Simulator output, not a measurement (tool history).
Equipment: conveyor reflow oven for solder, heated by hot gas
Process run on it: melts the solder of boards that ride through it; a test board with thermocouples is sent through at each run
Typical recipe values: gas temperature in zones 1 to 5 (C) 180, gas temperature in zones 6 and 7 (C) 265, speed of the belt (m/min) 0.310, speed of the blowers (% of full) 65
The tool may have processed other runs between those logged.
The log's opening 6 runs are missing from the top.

run,day,gas temperature in zones 1 to 5 (C),gas temperature in zones 6 and 7 (C),speed of the belt (m/min),speed of the blowers (% of full),hours of work since the flux was cleaned out,hours of work since the belt drive was overhauled,hours of work since the thermocouples were changed,highest temperature of the board (C),time above the solder's melting point (s)
7,14.012,175,265,0.310,65,142,345,486,250.1,86.4
8,17.354,175,265,0.359,65,194,398,538,245.6,66.9
# day 17.912: thermocouples of zones 6 and 7 changed
9,19.708,180,265,0.310,65,230,433,28,251.3,90.1
10,21.396,180,265,0.265,65,256,460,55,255.4,112.7
11,23.508,180,262,0.310,65,289,493,88,248.4,86.4
12,26.662,180,262,0.310,65,339,542,137,248.2,87.9
13,29.442,180,262,0.310,65,382,586,181,248.0,86.5
14,32.296,180,262,0.310,57,427,631,225,247.1,83.2
15,35.188,180,262,0.290,57,473,676,271,248.3,93.5
# day 36.062: flux residue cleaned out of gas plates and filters
16,37.833,172,265,0.260,66,28,714,309,255.0,111.7
17,39.717,172,265,0.260,66,57,744,339,254.8,111.9
18,41.217,180,265,0.310,53,81,767,362,249.7,88.3
19,44.554,191,265,0.310,53,133,820,414,251.4,97.9
20,46.592,191,265,0.310,53,165,852,446,250.9,98.9
21,48.412,191,265,0.310,53,194,880,475,251.2,98.5
22,50.421,181,265,0.310,66,225,912,506,250.8,92.3
# day 52.875: thermocouples of zones 6 and 7 changed
23,52.875,181,277,0.261,60,262,949,0,266.8,126.4
24,55.017,181,277,0.261,60,296,983,34,266.3,126.5
25,57.750,181,277,0.305,60,339,1025,76,262.0,105.4
26,59.525,191,255,0.252,85,367,1053,104,249.1,124.5
27,62.754,180,273,0.315,55,417,1104,155,256.2,95.1
28,65.821,180,275,0.310,65,465,1152,203,259.6,99.5
# day 67.162: flux residue cleaned out of gas plates and filters
29,67.429,180,262,0.310,55,4,1174,225,247.7,87.6
30,69.421,173,274,0.310,54,35,1205,256,256.7,94.4

Here are 3 independent what-if runs from the current tool condition. What would each one return?
# day 70.588: belt drive overhauled, speed set with a stopwatch
A,72.033,180,268,0.310,75,74,23,295,?,?
# day 70.588: belt drive overhauled, speed set with a stopwatch
B,72.033,180,261,0.283,58,74,23,295,?,?
# day 70.588: belt drive overhauled, speed set with a stopwatch
C,72.033,172,274,0.310,54,74,23,295,?,?

run,highest temperature of the board (C),time above the solder's melting point (s)
A,255.1,94.1
B,248.7,97.1
C,255.4,89.1
Stripped of hidden state, with their random variation kept, the same runs would have yielded:
run,highest temperature of the board (C),time above the solder's melting point (s)
A,255.9,94.6
B,249.4,97.7
C,256.1,89.6
